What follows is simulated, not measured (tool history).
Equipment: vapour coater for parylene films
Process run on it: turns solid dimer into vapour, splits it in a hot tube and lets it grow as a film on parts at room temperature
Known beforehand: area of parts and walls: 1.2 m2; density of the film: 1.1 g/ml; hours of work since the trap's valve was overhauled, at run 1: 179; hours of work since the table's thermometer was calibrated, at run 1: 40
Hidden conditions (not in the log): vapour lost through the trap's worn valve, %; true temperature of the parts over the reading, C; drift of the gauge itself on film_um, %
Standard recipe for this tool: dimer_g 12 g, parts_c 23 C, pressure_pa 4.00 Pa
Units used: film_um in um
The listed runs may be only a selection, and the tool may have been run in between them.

run	hour	dimer_g	parts_c	pressure_pa	hours of work since the trap's valve was overhauled	hours of work since the table's thermometer was calibrated	film_um
1	0.0	12	23	4.00	179	40	5.30
2	60.1	12	23	4.00	222	83	5.25
3	106.8	12	27	4.00	256	116	4.54
4	147.8	12	23	4.00	285	145	5.08
5	184.4	12	23	4.00	311	171	5.02
6	235.4	12	23	4.00	347	208	4.98
7	305.1	11	23	4.00	397	257	4.40
# hour 316.3: trap's valve overhauled
8	351.1	11	21	4.00	25	287	5.45
9	419.0	11	21	4.50	73	336	5.24
10	465.5	11	21	4.50	106	369	5.14
11	533.8	11	21	4.50	155	417	5.03
12	602.3	12	24	4.00	204	466	4.94
13	669.3	12	24	4.00	252	514	4.90
14	727.0	12	24	4.00	293	555	4.86
15	762.4	12	24	4.00	318	580	4.83
16	824.2	12	24	4.00	362	624	4.72
# hour 883.0: trap's valve overhauled
17	892.8	6	23	4.00	7	670	2.71
18	936.9	12	23	7.15	38	702	4.69
19	990.3	12	23	7.15	76	740	4.65
20	1036.8	12	23	7.15	110	773	4.57
21	1088.6	12	23	7.15	147	810	4.51
22	1147.1	12	34	4.00	188	852	3.53
23	1211.5	12	23	4.00	234	897	5.08
24	1274.5	12	23	4.00	279	942	5.05
# hour 1347.2: table's thermometer calibrated
25	1350.8	9	23	4.00	333	3	3.75
26	1409.3	12	23	8.78	374	44	4.12
# hour 1450.9: trap's valve overhauled
27	1482.1	12	33	6.26	22	93	3.66
28	1536.7	12	23	4.62	61	132	5.25
29	1569.8	12	23	4.33	85	156	5.42
30	1606.1	12	23	4.33	111	182	5.33
31	1642.0	9	23	3.44	136	207	4.12
32	1680.1	12	23	8.79	163	234	4.28
33	1742.5	12	20	7.73	208	279	4.82
34	1818.0	10	18	2.79	262	333	5.42
35	1884.5	10	18	2.79	309	380	5.26
36	1951.6	6	19	8.89	357	428	2.30
37	1985.7	6	19	8.89	381	452	2.20
# hour 2018.4: trap's valve overhauled
38	2057.0	11	25	4.00	27	500	4.73
39	2112.0	11	25	4.00	67	539	4.64
40	2148.4	12	23	2.50	93	565	5.98
41	2192.8	15	22	6.94	124	597	5.98
42	2247.0	12	15	6.53	163	636	5.92
43	2279.7	13	31	9.94	186	659	3.39
44	2334.0	5	31	9.94	225	698	1.28
45	2390.0	14	21	4.79	265	737	5.89
46	2463.8	7	21	2.13	317	790	3.52

Branching from run 46: 4 alternative next runs. What would each branch give?
A	2528.0	14	25	5.25	363	836	?
B	2528.0	7	26	7.15	363	836	?
C	2528.0	8	17	2.66	363	836	?
D	2528.0	5	18	5.49	363	836	?

run	film_um
A	4.81
B	2.15
C	4.33
D	2.10
Had the tool no hidden state, the same runs would have come out as:
run	film_um
A	5.79
B	2.60
C	5.21
D	2.53
